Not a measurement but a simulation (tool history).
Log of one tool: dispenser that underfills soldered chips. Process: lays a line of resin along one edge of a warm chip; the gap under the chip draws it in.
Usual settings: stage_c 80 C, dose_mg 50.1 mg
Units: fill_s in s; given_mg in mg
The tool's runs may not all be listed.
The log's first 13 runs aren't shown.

| run | day | stage_c | dose_mg | hours of work since the syringe was changed | hours of work since the valve was cleaned | hours of work since the stage was calibrated | fill_s | given_mg |
|---|---|---|---|---|---|---|---|---|
|  | 1.696 | new syringe of resin |
| 14 | 1.717 | 80 | 50.1 | 0 | 68 | 120 | 129.1 | 47.27 |
| 15 | 1.825 | 80 | 50.1 | 2 | 70 | 122 | 147.1 | 47.16 |
| 16 | 1.946 | 75 | 50.1 | 5 | 72 | 124 | 212.3 | 47.12 |
| 17 | 2.100 | 80 | 50.1 | 8 | 75 | 127 | 199.8 | 46.89 |
|  | 2.129 | new syringe of resin |
| 18 | 2.279 | 80 | 50.1 | 3 | 78 | 130 | 150.7 | 46.40 |
| 19 | 2.433 | 80 | 50.1 | 6 | 81 | 133 | 180.0 | 46.82 |
|  | 2.562 | new syringe of resin |
| 20 | 2.567 | 89 | 56.4 | 0 | 84 | 135 | 81.6 | 52.56 |
| 21 | 2.725 | 82 | 56.6 | 3 | 87 | 138 | 133.5 | 52.46 |
| 22 | 2.846 | 66 | 58.8 | 5 | 89 | 141 | 328.2 | 54.21 |
|  | 2.988 | new syringe of resin |
| 23 | 2.996 | 66 | 58.8 | 0 | 92 | 143 | 235.1 | 54.47 |
| 24 | 3.125 | 66 | 58.8 | 3 | 94 | 146 | 279.7 | 54.10 |
| 25 | 3.304 | 79 | 50.1 | 6 | 98 | 149 | 189.7 | 46.13 |
|  | 3.412 | new syringe of resin |
| 26 | 3.512 | 74 | 43.2 | 2 | 101 | 153 | 197.5 | 39.44 |
| 27 | 3.688 | 74 | 59.1 | 5 | 105 | 156 | 221.8 | 53.84 |
|  | 3.842 | new syringe of resin |
| 28 | 3.904 | 93 | 43.7 | 1 | 109 | 160 | 82.0 | 39.90 |
| 29 | 4.050 | 93 | 43.7 | 4 | 111 | 163 | 97.8 | 39.45 |
| 30 | 4.208 | 93 | 43.7 | 7 | 114 | 166 | 115.7 | 39.73 |
|  | 4.262 | new syringe of resin |
| 31 | 4.392 | 93 | 43.7 | 2 | 118 | 169 | 85.8 | 39.42 |
| 32 | 4.500 | 93 | 43.7 | 5 | 120 | 171 | 97.2 | 39.50 |
|  | 4.692 | new syringe of resin |
| 33 | 4.708 | 93 | 43.7 | 0 | 123 | 175 | 77.5 | 39.31 |
|  | 4.829 | dispensing valve cleaned and set on the balance |
| 34 | 4.942 | 93 | 43.7 | 4 | 2 | 179 | 92.0 | 43.60 |
| 35 | 5.029 | 68 | 60.2 | 6 | 4 | 181 | 301.1 | 60.28 |

Forecast each of these 5 alternatives for the next run:
|  | 5.158 | new syringe of resin |
| A | 5.158 | 91 | 59.1 | 0 | 6 | 183 | ? | ? |
|  | 5.158 | new syringe of resin |
| B | 5.158 | 90 | 50.1 | 0 | 6 | 183 | ? | ? |
|  | 5.158 | new syringe of resin |
| C | 5.158 | 67 | 47.9 | 0 | 6 | 183 | ? | ? |
|  | 5.158 | new syringe of resin |
| D | 5.158 | 81 | 55.1 | 0 | 6 | 183 | ? | ? |
|  | 5.158 | new syringe of resin |
| E | 5.158 | 80 | 50.1 | 0 | 6 | 183 | ? | ? |

| run | fill_s | given_mg |
|---|---|---|
| A | 73.3 | 58.62 |
| B | 78.5 | 49.76 |
| C | 231.6 | 47.58 |
| D | 116.5 | 54.58 |
| E | 121.6 | 49.83 |
Without the tool's hidden state the same runs would have given:
| run | fill_s | given_mg |
|---|---|---|
| A | 78.0 | 58.88 |
| B | 83.4 | 49.99 |
| C | 248.3 | 47.79 |
| D | 124.3 | 54.83 |
| E | 129.7 | 50.06 |

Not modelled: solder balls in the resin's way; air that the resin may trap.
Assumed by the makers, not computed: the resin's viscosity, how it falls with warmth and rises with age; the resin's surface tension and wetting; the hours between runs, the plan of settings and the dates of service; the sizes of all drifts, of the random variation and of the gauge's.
